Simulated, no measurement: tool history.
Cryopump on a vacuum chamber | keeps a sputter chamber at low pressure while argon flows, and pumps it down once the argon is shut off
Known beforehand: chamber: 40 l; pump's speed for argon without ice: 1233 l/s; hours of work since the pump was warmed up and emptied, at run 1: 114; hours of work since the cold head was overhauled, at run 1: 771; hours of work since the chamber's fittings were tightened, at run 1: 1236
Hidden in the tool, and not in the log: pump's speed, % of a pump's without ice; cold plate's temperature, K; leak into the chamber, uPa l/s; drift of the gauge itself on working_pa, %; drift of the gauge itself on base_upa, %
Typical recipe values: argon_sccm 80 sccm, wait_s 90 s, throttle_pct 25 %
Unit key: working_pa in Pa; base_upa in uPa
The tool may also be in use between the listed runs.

| run | hour | argon_sccm | wait_s | throttle_pct | hours of work since the pump was warmed up and emptied | hours of work since the cold head was overhauled | hours of work since the chamber's fittings were tightened | working_pa | base_upa |
|---|---|---|---|---|---|---|---|---|---|
| 1 | 0 | 80 | 90 | 25 | 114 | 771 | 1236 | 0.4509 | 2.94 |
| 2 | 51.5 | 80 | 90 | 20 | 161 | 817 | 1282 | 0.568 | 3.15 |
| 3 | 129.2 | 80 | 90 | 41 | 230 | 887 | 1352 | 0.2938 | 3.31 |
| 4 | 174.9 | 80 | 90 | 25 | 271 | 928 | 1393 | 0.4723 | 3.53 |
|  | 225.7 | pump warmed up, emptied and cooled again |
| 5 | 260.3 | 80 | 90 | 25 | 31 | 1000 | 1465 | 0.4437 | 3.16 |
| 6 | 338.9 | 80 | 90 | 25 | 101 | 1070 | 1535 | 0.454 | 3.3 |
| 7 | 383 | 80 | 249 | 25 | 141 | 1110 | 1575 | 0.4564 | 2.66 |
| 8 | 432.1 | 80 | 249 | 25 | 185 | 1154 | 1619 | 0.463 | 2.95 |
| 9 | 501.1 | 80 | 41 | 25 | 247 | 1215 | 1680 | 0.4733 | 5.36 |
| 10 | 554.7 | 80 | 41 | 25 | 295 | 1264 | 1728 | 0.482 | 5.51 |
|  | 580.8 | pump warmed up, emptied and cooled again |
| 11 | 633.2 | 80 | 90 | 25 | 47 | 1329 | 1794 | 0.4429 | 3.45 |
| 12 | 720.1 | 80 | 86 | 25 | 125 | 1407 | 1872 | 0.4521 | 3.86 |
| 13 | 784.4 | 80 | 86 | 25 | 182 | 1465 | 1930 | 0.461 | 4.12 |
| 14 | 825.8 | 140 | 137 | 30 | 219 | 1502 | 1967 | 0.6917 | 3.8 |
|  | 902.2 | leaking fittings of the chamber tightened, without venting |
| 15 | 915.8 | 140 | 137 | 30 | 298 | 1581 | 12 | 0.7141 | 1.23 |
|  | 935.5 | pump warmed up, emptied and cooled again |
| 16 | 971.8 | 80 | 37 | 19 | 33 | 1626 | 58 | 0.5818 | 3.39 |
| 17 | 1031.6 | 104 | 192 | 59 | 86 | 1680 | 111 | 0.2567 | 1.04 |
| 18 | 1078.5 | 80 | 33 | 24 | 128 | 1722 | 153 | 0.4728 | 3.89 |
| 19 | 1117.6 | 46 | 178 | 47 | 163 | 1757 | 189 | 0.1476 | 1.16 |
| 20 | 1179.6 | 46 | 178 | 47 | 219 | 1813 | 244 | 0.15 | 1.31 |
| 21 | 1252.3 | 67 | 280 | 55 | 284 | 1878 | 309 | 0.2014 | 1.24 |
|  | 1289.3 | pump warmed up, emptied and cooled again |
| 22 | 1329.8 | 153 | 183 | 27 | 36 | 1943 | 374 | 0.7866 | 1.25 |
| 23 | 1408.4 | 74 | 90 | 25 | 107 | 2013 | 444 | 0.4183 | 2.05 |
| 24 | 1472.4 | 74 | 90 | 37 | 164 | 2070 | 502 | 0.2953 | 2.27 |

Predict the results of run 25:
| 25 | 1513.2 | 106 | 164 | 25 | 201 | 2107 | 538 | ? | ? |

{"run 25": {"working_pa": 0.616, "base_upa": 1.74}}
Were there no unlogged condition in the tool, this run, its random variation unchanged, would have produced working_pa 0.5801 Pa, base_upa 0.93 uPa.

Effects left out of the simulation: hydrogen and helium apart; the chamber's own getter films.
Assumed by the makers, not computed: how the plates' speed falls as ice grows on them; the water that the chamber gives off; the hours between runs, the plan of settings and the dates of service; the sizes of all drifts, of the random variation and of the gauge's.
